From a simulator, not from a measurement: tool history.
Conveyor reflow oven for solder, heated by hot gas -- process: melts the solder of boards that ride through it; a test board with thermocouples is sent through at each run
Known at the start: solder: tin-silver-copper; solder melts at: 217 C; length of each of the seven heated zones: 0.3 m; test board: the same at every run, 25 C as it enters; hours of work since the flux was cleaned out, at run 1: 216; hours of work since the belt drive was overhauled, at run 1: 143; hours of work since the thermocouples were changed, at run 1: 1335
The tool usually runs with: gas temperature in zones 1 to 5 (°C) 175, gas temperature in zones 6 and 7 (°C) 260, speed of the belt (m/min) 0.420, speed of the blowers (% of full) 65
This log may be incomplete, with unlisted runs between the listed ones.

| run | hour | gas temperature in zones 1 to 5 (°C) | gas temperature in zones 6 and 7 (°C) | speed of the belt (m/min) | speed of the blowers (% of full) | hours of work since the flux was cleaned out | hours of work since the belt drive was overhauled | hours of work since the thermocouples were changed | highest temperature of the board (°C) | time above the solder's melting point (s) |
|---|---|---|---|---|---|---|---|---|---|---|
| 1 | 0.0 | 175 | 260 | 0.420 | 65 | 216 | 143 | 1335 | 249.7 | 62.9 |
| 2 | 42.4 | 175 | 260 | 0.420 | 65 | 247 | 174 | 1367 | 249.7 | 62.9 |
|  | 76.6 | thermocouples of zones 6 and 7 changed |
|  | 114.0 | flux residue cleaned out of gas plates and filters |
| 3 | 114.0 | 175 | 260 | 0.420 | 65 | 0 | 221 | 24 | 246.8 | 60.3 |
| 4 | 174.3 | 175 | 260 | 0.420 | 83 | 44 | 266 | 68 | 249.3 | 64.5 |
| 5 | 268.8 | 175 | 260 | 0.420 | 83 | 114 | 335 | 138 | 249.3 | 64.5 |
| 6 | 322.9 | 175 | 260 | 0.420 | 83 | 153 | 375 | 177 | 249.2 | 64.3 |
| 7 | 383.3 | 175 | 260 | 0.420 | 65 | 198 | 419 | 222 | 246.7 | 60.9 |
| 8 | 445.5 | 175 | 260 | 0.420 | 65 | 243 | 465 | 267 | 246.5 | 61.0 |
|  | 517.8 | flux residue cleaned out of gas plates and filters |
| 9 | 530.5 | 175 | 260 | 0.420 | 65 | 9 | 524 | 326 | 247.9 | 62.4 |
| 10 | 611.5 | 175 | 260 | 0.420 | 65 | 69 | 583 | 386 | 247.6 | 62.8 |
| 11 | 708.6 | 175 | 260 | 0.420 | 65 | 140 | 654 | 457 | 247.8 | 62.6 |
| 12 | 749.8 | 175 | 260 | 0.420 | 57 | 170 | 685 | 487 | 246.2 | 60.9 |
| 13 | 846.0 | 175 | 260 | 0.420 | 65 | 241 | 755 | 558 | 247.7 | 62.5 |
| 14 | 904.4 | 188 | 260 | 0.420 | 65 | 284 | 798 | 601 | 250.2 | 71.1 |
|  | 923.3 | flux residue cleaned out of gas plates and filters |
|  | 999.2 | belt drive overhauled, speed set with a stopwatch |
| 15 | 1008.4 | 188 | 260 | 0.420 | 65 | 60 | 7 | 670 | 251.0 | 72.0 |
| 16 | 1104.1 | 188 | 260 | 0.420 | 65 | 130 | 77 | 741 | 250.8 | 72.3 |
| 17 | 1146.8 | 161 | 248 | 0.386 | 83 | 161 | 108 | 772 | 241.1 | 58.9 |

Run 18 is up next; what results do you expect?
| 18 | 1192.6 | 161 | 248 | 0.386 | 83 | 195 | 142 | 806 | ? | ? |

highest temperature of the board (°C): 241.1
time above the solder's melting point (s): 59.0
Had the tool carried no hidden state, the very same run would have given highest temperature of the board (°C) 238.8, time above the solder's melting point (s) 54.6.
